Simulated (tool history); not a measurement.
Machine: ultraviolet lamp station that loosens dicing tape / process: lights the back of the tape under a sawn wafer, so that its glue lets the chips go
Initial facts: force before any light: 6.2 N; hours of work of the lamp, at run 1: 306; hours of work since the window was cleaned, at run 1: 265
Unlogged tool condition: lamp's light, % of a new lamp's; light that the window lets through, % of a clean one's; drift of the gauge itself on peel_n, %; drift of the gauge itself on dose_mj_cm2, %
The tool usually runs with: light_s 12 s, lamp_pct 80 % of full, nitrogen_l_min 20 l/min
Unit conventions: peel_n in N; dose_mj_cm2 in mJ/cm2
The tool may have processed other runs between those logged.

| run | hour | light_s | lamp_pct | nitrogen_l_min | hours of work of the lamp | hours of work since the window was cleaned | peel_n | dose_mj_cm2 |
|---|---|---|---|---|---|---|---|---|
| 1 | 0 | 12 | 80 | 20 | 306 | 265 | 0.656 | 242 |
| 2 | 17.1 | 12 | 80 | 20 | 316 | 275 | 0.65 | 236 |
| 3 | 35.5 | 12 | 80 | 20 | 327 | 286 | 0.648 | 235 |
| 4 | 53.2 | 12 | 80 | 20 | 338 | 297 | 0.708 | 235 |
| 5 | 73.8 | 12 | 80 | 20 | 350 | 309 | 0.726 | 230 |
|  | 75.7 | window cleaned of glue's vapour |
| 6 | 90.7 | 12 | 80 | 20 | 360 | 9 | 0.913 | 205 |
| 7 | 113.5 | 12 | 80 | 20 | 373 | 23 | 0.88 | 201 |
| 8 | 123.8 | 9 | 80 | 20 | 379 | 29 | 1.445 | 150 |
|  | 130.1 | window cleaned of glue's vapour, once more |
| 9 | 143.6 | 9 | 80 | 20 | 391 | 8 | 0.89 | 204 |
| 10 | 156.3 | 12 | 69 | 20 | 398 | 16 | 0.713 | 227 |
| 11 | 178 | 12 | 69 | 20 | 411 | 29 | 0.734 | 228 |
| 12 | 199.1 | 12 | 80 | 20 | 424 | 41 | 0.559 | 259 |
| 13 | 219.5 | 12 | 80 | 20 | 436 | 53 | 0.592 | 258 |
| 14 | 232.5 | 11 | 80 | 12 | 444 | 61 | 0.949 | 236 |
| 15 | 252.6 | 11 | 80 | 12 | 456 | 73 | 0.939 | 228 |
| 16 | 267.8 | 24 | 88 | 12 | 465 | 82 | 0.197 | 553 |
| 17 | 279 | 24 | 88 | 12 | 472 | 89 | 0.203 | 543 |
| 18 | 302.2 | 24 | 88 | 12 | 485 | 103 | 0.203 | 543 |
| 19 | 314.9 | 12 | 78 | 20 | 493 | 110 | 0.682 | 232 |
| 20 | 328.2 | 21 | 78 | 24 | 501 | 118 | 0.226 | 409 |
| 21 | 343.8 | 12 | 80 | 9 | 510 | 127 | 1.082 | 237 |
| 22 | 355.1 | 12 | 63 | 9 | 517 | 134 | 1.527 | 182 |
| 23 | 379.1 | 12 | 78 | 14 | 531 | 148 | 0.884 | 231 |
| 24 | 399.2 | 12 | 78 | 14 | 543 | 160 | 0.898 | 225 |
| 25 | 416.8 | 8 | 66 | 13 | 554 | 171 | 2.133 | 122 |

Here are 4 independent what-if runs from the current tool condition. What would each one return?
| A | 434.9 | 17 | 64 | 8 | 564 | 182 | ? | ? |
| B | 434.9 | 6 | 66 | 13 | 564 | 182 | ? | ? |
| C | 434.9 | 9 | 66 | 13 | 564 | 182 | ? | ? |
| D | 434.9 | 8 | 98 | 13 | 564 | 182 | ? | ? |

| run | peel_n | dose_mj_cm2 |
|---|---|---|
| A | 1.053 | 254 |
| B | 2.706 | 92 |
| C | 1.783 | 142 |
| D | 1.246 | 186 |
Without the tool's hidden state the same runs would have given:
| run | peel_n | dose_mj_cm2 |
|---|---|---|
| A | 0.6 | 346 |
| B | 2.04 | 125 |
| C | 1.185 | 192 |
| D | 0.751 | 252 |
